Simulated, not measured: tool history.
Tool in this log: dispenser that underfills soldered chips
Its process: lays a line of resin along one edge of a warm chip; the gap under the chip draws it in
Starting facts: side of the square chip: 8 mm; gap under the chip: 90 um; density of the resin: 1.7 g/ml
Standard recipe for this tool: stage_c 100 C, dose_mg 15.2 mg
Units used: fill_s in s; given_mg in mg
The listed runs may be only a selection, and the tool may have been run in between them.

| run | hour | stage_c | dose_mg | fill_s | given_mg |
|---|---|---|---|---|---|
| 1 | 0.0 | 100 | 15.2 | 9.1 | 15.26 |
| 2 | 5.1 | 100 | 15.2 | 10.4 | 15.13 |
|  | 13.9 | new syringe of resin |
| 3 | 16.3 | 100 | 15.2 | 9.9 | 14.99 |
| 4 | 24.8 | 100 | 15.2 | 11.9 | 14.95 |
|  | 27.8 | new syringe of resin |
| 5 | 31.7 | 100 | 15.2 | 9.7 | 14.92 |
| 6 | 37.9 | 100 | 15.2 | 12.4 | 14.85 |
|  | 42.3 | new syringe of resin |
| 7 | 47.6 | 100 | 15.2 | 10.9 | 14.71 |
|  | 56.9 | new syringe of resin |
| 8 | 58.4 | 100 | 15.2 | 9.4 | 14.58 |
| 9 | 63.5 | 100 | 15.2 | 11.1 | 14.74 |
|  | 71.2 | new syringe of resin |
| 10 | 73.0 | 100 | 15.2 | 9.4 | 14.57 |
| 11 | 78.5 | 100 | 15.2 | 11.4 | 14.69 |
|  | 85.8 | new syringe of resin |
| 12 | 87.1 | 100 | 15.2 | 9.5 | 14.48 |
| 13 | 97.9 | 100 | 15.2 | 12.5 | 14.31 |
|  | 100.5 | new syringe of resin |
| 14 | 103.1 | 100 | 15.2 | 9.9 | 14.36 |
|  | 108.8 | dispensing valve cleaned and set on the balance |
|  | 115.2 | new syringe of resin |
| 15 | 115.8 | 100 | 15.2 | 9.4 | 15.11 |
| 16 | 126.3 | 100 | 15.2 | 11.9 | 15.09 |
|  | 129.2 | new syringe of resin |
| 17 | 137.7 | 100 | 15.2 | 11.6 | 14.98 |
|  | 143.1 | new syringe of resin |
| 18 | 146.2 | 100 | 15.2 | 10.2 | 14.98 |
| 19 | 155.8 | 114 | 16.1 | 8.8 | 15.75 |
|  | 157.2 | new syringe of resin |
| 20 | 163.8 | 99 | 14.1 | 11.9 | 13.71 |
|  | 171.6 | new syringe of resin |
| 21 | 174.4 | 99 | 14.1 | 10.5 | 13.66 |
| 22 | 181.5 | 85 | 17.3 | 19.1 | 16.62 |
|  | 185.9 | new syringe of resin |
| 23 | 190.1 | 86 | 16.3 | 15.7 | 15.67 |
|  | 200.1 | new syringe of resin |
| 24 | 200.1 | 100 | 15.2 | 9.5 | 14.55 |
| 25 | 204.9 | 97 | 15.2 | 11.4 | 14.45 |
| 26 | 211.4 | 91 | 19.8 | 15.8 | 18.79 |
|  | 213.8 | new syringe of resin |
| 27 | 222.1 | 87 | 14.4 | 17.3 | 13.62 |
|  | 224.9 | dispensing valve cleaned and set on the balance |
|  | 229.1 | new syringe of resin |
| 28 | 234.5 | 100 | 17.3 | 10.5 | 17.19 |
|  | 243.2 | new syringe of resin |
| 29 | 243.2 | 96 | 19.2 | 9.8 | 18.97 |
| 30 | 254.7 | 94 | 15.2 | 15.2 | 14.91 |
|  | 257.3 | new syringe of resin |
| 31 | 264.3 | 107 | 15.2 | 8.8 | 14.90 |
|  | 271.4 | new syringe of resin |
| 32 | 275.7 | 101 | 15.1 | 10.4 | 14.76 |
| 33 | 283.1 | 101 | 15.1 | 12.6 | 14.80 |
|  | 285.1 | new syringe of resin |
| 34 | 293.1 | 105 | 16.4 | 9.3 | 15.81 |
|  | 299.2 | new syringe of resin |
| 35 | 302.7 | 93 | 12.9 | 12.6 | 12.42 |

How would selected steps in fill_s from run to run divide? Give the signed amount a tool lacking its hidden state would still show from settings, what came in and random variation, and the signed amount left for the hidden state, including any gauge scatter that is not in both of the compared results.
Hidden conditions of the tool in this case: resin's viscosity, % of fresh resin's; dose that the valve gives, % of what is set; true chip temperature over the reading, C; drift of the gauge itself on fill_s, %; drift of the gauge itself on given_mg, %.
Run 12 -> 13: no setting changed, nothing entered. fill_s +3.0 s: hidden state +3.7, all else -0.7.
Run 21 -> 22: stage_c 99 -> 85, dose_mg 14.1 -> 17.3. fill_s +8.6 s: hidden state +3.9, all else +4.7.
Run 27 -> 28: stage_c 87 -> 100, dose_mg 14.4 -> 17.3, dispensing valve cleaned and set on the balance, new syringe of resin. fill_s -6.8 s: hidden state -2.0, all else -4.8.
Run 29 -> 30: stage_c 96 -> 94, dose_mg 19.2 -> 15.2. fill_s +5.4 s: hidden state +4.6, all else +0.8.
Run 30 -> 31: stage_c 94 -> 107, new syringe of resin. fill_s -6.4 s: hidden state -2.8, all else -3.6.
